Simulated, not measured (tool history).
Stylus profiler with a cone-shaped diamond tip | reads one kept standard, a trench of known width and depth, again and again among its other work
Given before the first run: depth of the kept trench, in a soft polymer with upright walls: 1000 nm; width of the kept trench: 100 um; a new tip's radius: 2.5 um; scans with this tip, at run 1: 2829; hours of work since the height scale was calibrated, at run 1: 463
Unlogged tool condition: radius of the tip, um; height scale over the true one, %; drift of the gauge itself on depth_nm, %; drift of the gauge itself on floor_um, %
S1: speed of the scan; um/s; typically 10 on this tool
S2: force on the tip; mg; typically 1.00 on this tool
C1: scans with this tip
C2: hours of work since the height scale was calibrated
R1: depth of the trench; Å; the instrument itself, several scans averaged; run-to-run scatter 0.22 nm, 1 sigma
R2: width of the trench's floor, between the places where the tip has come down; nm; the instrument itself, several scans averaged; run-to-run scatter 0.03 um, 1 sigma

run 1 day=0.000 | S1=10 S2=1.00 | C1=2829 C2=463 | R1=10060.6 R2=95850
run 2 day=0.979 | S1=10 S2=1.00 | C1=2909 C2=476 | R1=10064.3 R2=95870
run 3 day=2.008 | S1=10 S2=1.00 | C1=2993 C2=490 | R1=10057.7 R2=95870
run 4 day=2.729 | S1=10 S2=1.00 | C1=3052 C2=500 | R1=10060.1 R2=95910
run 5 day=3.267 | S1=10 S2=1.00 | C1=3096 C2=507 | R1=10056.0 R2=95920
run 6 day=4.117 | S1=10 S2=1.00 | C1=3165 C2=518 | R1=10063.3 R2=95900
run 7 day=4.838 | S1=10 S2=0.37 | C1=3224 C2=528 | R1=10030.4 R2=95880
run 8 day=5.321 | S1=10 S2=0.37 | C1=3264 C2=534 | R1=10027.4 R2=95890
run 9 day=6.388 | S1=10 S2=0.37 | C1=3351 C2=549 | R1=10031.3 R2=95840
run 10 day=6.992 | S1=10 S2=0.37 | C1=3401 C2=557 | R1=10030.7 R2=95810
run 11 day=8.071 | S1=10 S2=1.00 | C1=3489 C2=571 | R1=10058.5 R2=95830
run 12 day=8.850 | S1=10 S2=1.00 | C1=3552 C2=582 | R1=10061.1 R2=95880
run 13 day=9.675 | S1=10 S2=1.00 | C1=3620 C2=593 | R1=10060.0 R2=95890
run 14 day=10.229 | S1=10 S2=1.00 | C1=3665 C2=600 | R1=10059.3 R2=95880
run 15 day=11.133 | S1=10 S2=1.00 | C1=3739 C2=612 | R1=10062.5 R2=95910
run 16 day=11.708 | S1=4 S2=1.00 | C1=3786 C2=620 | R1=10066.4 R2=95950
run 17 day=12.208 | S1=10 S2=1.69 | C1=3827 C2=627 | R1=10089.6 R2=95940
run 18 day=12.754 | S1=10 S2=1.00 | C1=3872 C2=634 | R1=10062.9 R2=95890
run 19 day=13.662 | S1=10 S2=1.00 | C1=3946 C2=646 | R1=10064.4 R2=95900
run 20 day=14.146 | S1=10 S2=1.00 | C1=3986 C2=653 | R1=10064.6 R2=95920
run 21 day=14.929 | S1=10 S2=1.00 | C1=4050 C2=663 | R1=10062.0 R2=95870
run 22 day=15.446 | S1=10 S2=1.00 | C1=4092 C2=670 | R1=10064.4 R2=95920
run 23 day=16.533 | S1=6 S2=1.00 | C1=4181 C2=685 | R1=10061.4 R2=95890
run 24 day=17.567 | S1=6 S2=1.00 | C1=4266 C2=698 | R1=10064.8 R2=95890
run 25 day=18.454 | S1=6 S2=1.18 | C1=4338 C2=710 | R1=10070.7 R2=95970
run 26 day=19.358 | S1=10 S2=1.11 | C1=4412 C2=722 | R1=10064.2 R2=95910
run 27 day=20.171 | S1=4 S2=0.44 | C1=4478 C2=733 | R1=10038.4 R2=95920
run 28 day=21.200 | S1=4 S2=0.44 | C1=4562 C2=747 | R1=10037.1 R2=95940
run 29 day=21.783 | S1=5 S2=2.99 | C1=4610 C2=755 | R1=10123.7 R2=95950
run 30 day=22.492 | S1=6 S2=1.70 | C1=4668 C2=764 | R1=10090.9 R2=96020
run 31 day=23.454 | S1=10 S2=1.56 | C1=4747 C2=777 | R1=10084.4 R2=95940
run 32 day=24.017 | S1=10 S2=1.56 | C1=4793 C2=785 | R1=10085.3 R2=95900
run 33 day=24.929 | S1=10 S2=1.56 | C1=4867 C2=797 | R1=10082.1 R2=95960
run 34 day=25.550 | S1=10 S2=1.56 | C1=4918 C2=805 | R1=10083.0 R2=95920
run 35 day=26.396 | S1=9 S2=0.43 | C1=4988 C2=817 | R1=10035.1 R2=95830
run 36 day=27.183 | S1=9 S2=0.43 | C1=5052 C2=827 | R1=10031.6 R2=95880
run 37 day=28.079 | S1=5 S2=0.50 | C1=5125 C2=839 | R1=10039.8 R2=95940
run 38 day=28.796 | S1=5 S2=0.50 | C1=5184 C2=849 | R1=10038.8 R2=95940
run 39 day=29.508 | S1=5 S2=0.50 | C1=5242 C2=858 | R1=10040.1 R2=95940
run 40 day=30.508 | S1=36 S2=2.72 | C1=5324 C2=872 | R1=10122.4 R2=95790
run 41 day=30.967 | S1=9 S2=0.60 | C1=5361 C2=878 | R1=10047.5 R2=95890
run 42 day=31.979 | S1=2 S2=1.78 | C1=5444 C2=891 | R1=10092.0 R2=95990
run 43 day=32.438 | S1=2 S2=1.78 | C1=5482 C2=897 | R1=10089.5 R2=95970
run 44 day=33.204 | S1=20 S2=1.39 | C1=5544 C2=908 | R1=10078.9 R2=95830
run 45 day=33.829 | S1=10 S2=0.50 | C1=5596 C2=916 | R1=10038.4 R2=95840
run 46 day=34.496 | S1=4 S2=2.33 | C1=5650 C2=925 | R1=10109.9 R2=95990
run 47 day=35.167 | S1=8 S2=0.90 | C1=5705 C2=934 | R1=10058.3 R2=95940

Here are 4 independent what-if runs from the current tool condition. What would each one return?
run A day=36.225 | S1=7 S2=0.93 | C1=5791 C2=948 | R1=? R2=?
run B day=36.225 | S1=2 S2=0.40 | C1=5791 C2=948 | R1=? R2=?
run C day=36.225 | S1=12 S2=0.79 | C1=5791 C2=948 | R1=? R2=?
run D day=36.225 | S1=15 S2=1.78 | C1=5791 C2=948 | R1=? R2=?

run=A R1=10060.9 R2=95880
run=B R1=10036.7 R2=95930
run=C R1=10051.2 R2=95930
run=D R1=10093.2 R2=95910
Take away the tool's hidden state, keep each run's random variation, and the runs would have read:
run=A R1=10060.6 R2=95890
run=B R1=10036.5 R2=95930
run=C R1=10051.0 R2=95930
run=D R1=10092.9 R2=95910
